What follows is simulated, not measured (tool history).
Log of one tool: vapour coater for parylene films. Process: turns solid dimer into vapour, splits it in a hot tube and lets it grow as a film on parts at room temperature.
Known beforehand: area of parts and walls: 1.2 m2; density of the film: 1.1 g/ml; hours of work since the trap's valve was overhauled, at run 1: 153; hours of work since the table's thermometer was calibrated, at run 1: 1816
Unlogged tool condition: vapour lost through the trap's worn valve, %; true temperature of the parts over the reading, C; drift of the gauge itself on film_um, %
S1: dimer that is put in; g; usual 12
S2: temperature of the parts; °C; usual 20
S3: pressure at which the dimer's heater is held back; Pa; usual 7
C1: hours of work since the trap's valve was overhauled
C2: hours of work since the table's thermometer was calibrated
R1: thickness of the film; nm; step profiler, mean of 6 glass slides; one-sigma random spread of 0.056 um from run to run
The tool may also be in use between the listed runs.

Run 1, day 0: usual settings; C1 153; C2 1816. Result: R1 6500 nm.
Run 2, day 2.008: usual settings but S1 10 g; C1 184; C2 1847. Result: R1 5410 nm.
Run 3, day 5.233: usual settings but S2 17 °C; C1 235; C2 1898. Result: R1 6970 nm.
Run 4, day 7.979: usual settings but S2 17 °C; C1 277; C2 1941. Result: R1 6830 nm.
At day 8.596: trap's valve overhauled.
Run 5, day 11.396: usual settings but S2 17 °C; C1 44; C2 1991. Result: R1 6940 nm.
Run 6, day 14.438: usual settings but S2 17 °C; C1 91; C2 2039. Result: R1 6940 nm.
Run 7, day 16.262: usual settings but S2 17 °C; C1 120; C2 2067. Result: R1 6940 nm.
Run 8, day 18.567: usual settings but S2 17 °C; C1 156; C2 2103. Result: R1 6970 nm.
Run 9, day 20.767: usual settings but S3 2.21 Pa; C1 190; C2 2137. Result: R1 7450 nm.
Run 10, day 24.012: usual settings; C1 240; C2 2188. Result: R1 6520 nm.
At day 24.362: table's thermometer calibrated.
At day 27.071: trap's valve overhauled.
Run 11, day 27.529: usual settings; C1 7; C2 47. Result: R1 6510 nm.
Run 12, day 29.212: usual settings; C1 33; C2 73. Result: R1 6480 nm.
Run 13, day 31.183: usual settings but S2 26 °C; C1 64; C2 104. Result: R1 5670 nm.
Run 14, day 33.738: usual settings but S2 27 °C; C1 104; C2 144. Result: R1 5550 nm.
Run 15, day 35.883: usual settings but S2 27 °C; C1 137; C2 177. Result: R1 5520 nm.
Run 16, day 39.104: usual settings but S2 27 °C; C1 188; C2 227. Result: R1 5540 nm.
Run 17, day 40.521: usual settings but S2 27 °C; C1 210; C2 249. Result: R1 5530 nm.
Run 18, day 42.858: usual settings; C1 246; C2 286. Result: R1 6470 nm.
At day 45.579: trap's valve overhauled.
Run 19, day 45.996: usual settings; C1 7; C2 332. Result: R1 6540 nm.
Run 20, day 48.604: usual settings but S3 2.18 Pa; C1 47; C2 373. Result: R1 7450 nm.
Run 21, day 50.425: usual settings but S3 2.18 Pa; C1 76; C2 401. Result: R1 7430 nm.
Run 22, day 53.688: usual settings but S3 2.18 Pa; C1 127; C2 452. Result: R1 7380 nm.
Run 23, day 55.571: usual settings but S3 2.18 Pa; C1 156; C2 482. Result: R1 7350 nm.
Run 24, day 57.329: usual settings but S3 2.18 Pa; C1 183; C2 509. Result: R1 7490 nm.
Run 25, day 60.196: usual settings but S3 2.18 Pa; C1 228; C2 554. Result: R1 7470 nm.
Run 26, day 63.529: usual settings but S1 16 g, S3 3.99 Pa; C1 280; C2 606. Result: R1 9180 nm.
At day 63.975: trap's valve overhauled.
Run 27, day 66.6: usual settings but S1 16 g, S3 3.99 Pa; C1 41; C2 651. Result: R1 9160 nm.
Run 28, day 69.721: usual settings but S1 22 g, S2 18 °C; C1 90; C2 700. Result: R1 12470 nm.
Run 29, day 71.35: usual settings but S1 22 g, S2 18 °C; C1 115; C2 725. Result: R1 12510 nm.
Run 30, day 73.362: usual settings but S1 22 g, S2 18 °C; C1 146; C2 757. Result: R1 12540 nm.
Run 31, day 74.833: usual settings but S1 8 g, S2 13 °C, S3 7.7 Pa; C1 169; C2 779. Result: R1 5040 nm.
Run 32, day 76.708: usual settings but S1 8 g, S2 13 °C, S3 7.7 Pa; C1 199; C2 809. Result: R1 5000 nm.
Run 33, day 79.858: usual settings but S1 10 g, S3 2.91 Pa; C1 248; C2 858. Result: R1 6090 nm.
Run 34, day 81.912: usual settings but S1 18 g, S2 13 °C, S3 5.67 Pa; C1 280; C2 890. Result: R1 11710 nm.
At day 82.492: trap's valve overhauled.
Run 35, day 83.462: usual settings but S1 18 g, S2 13 °C, S3 5.67 Pa; C1 15; C2 911. Result: R1 11780 nm.
Run 36, day 85.183: usual settings but S1 18 g, S2 13 °C, S3 5.67 Pa; C1 42; C2 938. Result: R1 11850 nm.
Run 37, day 86.654: usual settings but S1 18 g, S2 13 °C, S3 5.67 Pa; C1 65; C2 961. Result: R1 11680 nm.
Run 38, day 89.971: usual settings but S1 18 g, S2 13 °C, S3 5.67 Pa; C1 117; C2 1013. Result: R1 11710 nm.
Run 39, day 91.862: usual settings but S1 9 g, S3 7.73 Pa; C1 146; C2 1043. Result: R1 4820 nm.
Run 40, day 94.246: usual settings but S1 8 g, S2 17 °C, S3 7.7 Pa; C1 183; C2 1080. Result: R1 4510 nm.
Run 41, day 95.604: usual settings but S1 8 g, S2 17 °C, S3 7.7 Pa; C1 205; C2 1101. Result: R1 4660 nm.
Run 42, day 97.429: usual settings but S2 21 °C, S3 3.37 Pa; C1 233; C2 1129. Result: R1 6850 nm.
Run 43, day 100.171: usual settings but S2 27 °C, S3 3.37 Pa; C1 276; C2 1172. Result: R1 5960 nm.
At day 100.946: trap's valve overhauled.
Run 44, day 103.642: usual settings but S2 27 °C, S3 3.37 Pa; C1 42; C2 1224. Result: R1 5970 nm.
Run 45, day 105.933: usual settings but S1 5 g; C1 78; C2 1259. Result: R1 2730 nm.
Run 46, day 109.104: usual settings but S1 7 g, S2 31 °C, S3 6.35 Pa; C1 127; C2 1309. Result: R1 2990 nm.
Run 47, day 112.229: usual settings but S1 18 g, S2 15 °C, S3 6.35 Pa; C1 176; C2 1358. Result: R1 11090 nm.

A few steps of R1 between consecutive runs. Split each: what settings, incoming material and random variation would produce without the hidden state, and what is left over for the hidden state, along with gauge scatter present in only one of the two compared results (measured, and without hidden state):
Run 26 -> 27: trap's valve overhauled. R1 -20 nm: hidden state +50, all else -70.
Run 30 -> 31: S1 22 -> 8, S2 18 -> 13, S3 7 -> 7.7. R1 -7500 nm: hidden state +20, all else -7520.
Run 33 -> 34: S1 10 -> 18, S2 20 -> 13, S3 2.91 -> 5.67. R1 +5620 nm: hidden state -50, all else +5670.
Run 34 -> 35: trap's valve overhauled. R1 +70 nm: hidden state +80, all else -10.
Run 38 -> 39: S1 18 -> 9, S2 13 -> 20, S3 5.67 -> 7.73. R1 -6890 nm: hidden state +10, all else -6900.
Run 46 -> 47: S1 7 -> 18, S2 31 -> 15. R1 +8100 nm: hidden state -30, all else +8130.

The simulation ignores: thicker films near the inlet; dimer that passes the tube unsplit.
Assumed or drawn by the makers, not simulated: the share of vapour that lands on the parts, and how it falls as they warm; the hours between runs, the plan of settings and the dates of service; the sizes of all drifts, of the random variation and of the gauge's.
